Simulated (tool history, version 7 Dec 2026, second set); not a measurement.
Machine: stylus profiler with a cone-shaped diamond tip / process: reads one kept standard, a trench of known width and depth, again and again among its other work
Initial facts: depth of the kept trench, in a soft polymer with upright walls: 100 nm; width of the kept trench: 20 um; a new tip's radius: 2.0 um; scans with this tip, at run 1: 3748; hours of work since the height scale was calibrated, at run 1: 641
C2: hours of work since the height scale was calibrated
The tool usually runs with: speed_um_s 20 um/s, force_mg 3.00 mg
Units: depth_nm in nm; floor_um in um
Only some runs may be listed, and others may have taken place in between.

Run 1, hour 0.0: usual settings; scans with this tip 3748; C2 641. Result: depth_nm 100.33 nm, floor_um 18.56 um.
Run 2, hour 18.9: usual settings; scans with this tip 3820; C2 653. Result: depth_nm 100.32 nm, floor_um 18.59 um.
Run 3, hour 51.5: usual settings but speed_um_s 10 um/s; scans with this tip 3944; C2 674. Result: depth_nm 100.47 nm, floor_um 18.62 um.
Run 4, hour 74.6: usual settings; scans with this tip 4032; C2 689. Result: depth_nm 100.34 nm, floor_um 18.59 um.
Run 5, hour 96.4: usual settings; scans with this tip 4115; C2 704. Result: depth_nm 100.52 nm, floor_um 18.55 um.
Run 6, hour 110.6: usual settings; scans with this tip 4169; C2 713. Result: depth_nm 100.49 nm, floor_um 18.59 um.
Run 7, hour 138.3: usual settings but speed_um_s 7 um/s, force_mg 4.41 mg; scans with this tip 4275; C2 731. Result: depth_nm 100.69 nm, floor_um 18.64 um.
Run 8, hour 154.3: usual settings but speed_um_s 8 um/s, force_mg 3.34 mg; scans with this tip 4336; C2 741. Result: depth_nm 100.47 nm, floor_um 18.63 um.
Run 9, hour 184.7: usual settings but speed_um_s 74 um/s, force_mg 1.67 mg; scans with this tip 4451; C2 761. Result: depth_nm 100.24 nm, floor_um 18.34 um.
Run 10, hour 213.4: usual settings but speed_um_s 52 um/s, force_mg 6.89 mg; scans with this tip 4561; C2 780. Result: depth_nm 100.97 nm, floor_um 18.51 um.
Run 11, hour 232.6: usual settings but speed_um_s 24 um/s; scans with this tip 4634; C2 792. Result: depth_nm 100.48 nm, floor_um 18.55 um.
Run 12, hour 262.4: usual settings but speed_um_s 24 um/s; scans with this tip 4747; C2 812. Result: depth_nm 100.50 nm, floor_um 18.55 um.

Below are 3 alternative next runs, each starting from the tool's condition after run 12. Predict each:
Run A, hour 282.9: usual settings but speed_um_s 19 um/s, force_mg 2.01 mg; scans with this tip 4825; C2 825. Result: depth_nm ?, floor_um ?.
Run B, hour 282.9: usual settings but speed_um_s 54 um/s, force_mg 7.94 mg; scans with this tip 4825; C2 825. Result: depth_nm ?, floor_um ?.
Run C, hour 282.9: usual settings but speed_um_s 9 um/s, force_mg 4.42 mg; scans with this tip 4825; C2 825. Result: depth_nm ?, floor_um ?.

run  depth_nm  floor_um
  A    100.27     18.57
  B    101.08     18.51
  C    100.71     18.66
Take away the tool's hidden state, keep each run's random variation, and the runs would have read:
run  depth_nm  floor_um
  A    100.63     18.71
  B    101.44     18.65
  C    101.07     18.80

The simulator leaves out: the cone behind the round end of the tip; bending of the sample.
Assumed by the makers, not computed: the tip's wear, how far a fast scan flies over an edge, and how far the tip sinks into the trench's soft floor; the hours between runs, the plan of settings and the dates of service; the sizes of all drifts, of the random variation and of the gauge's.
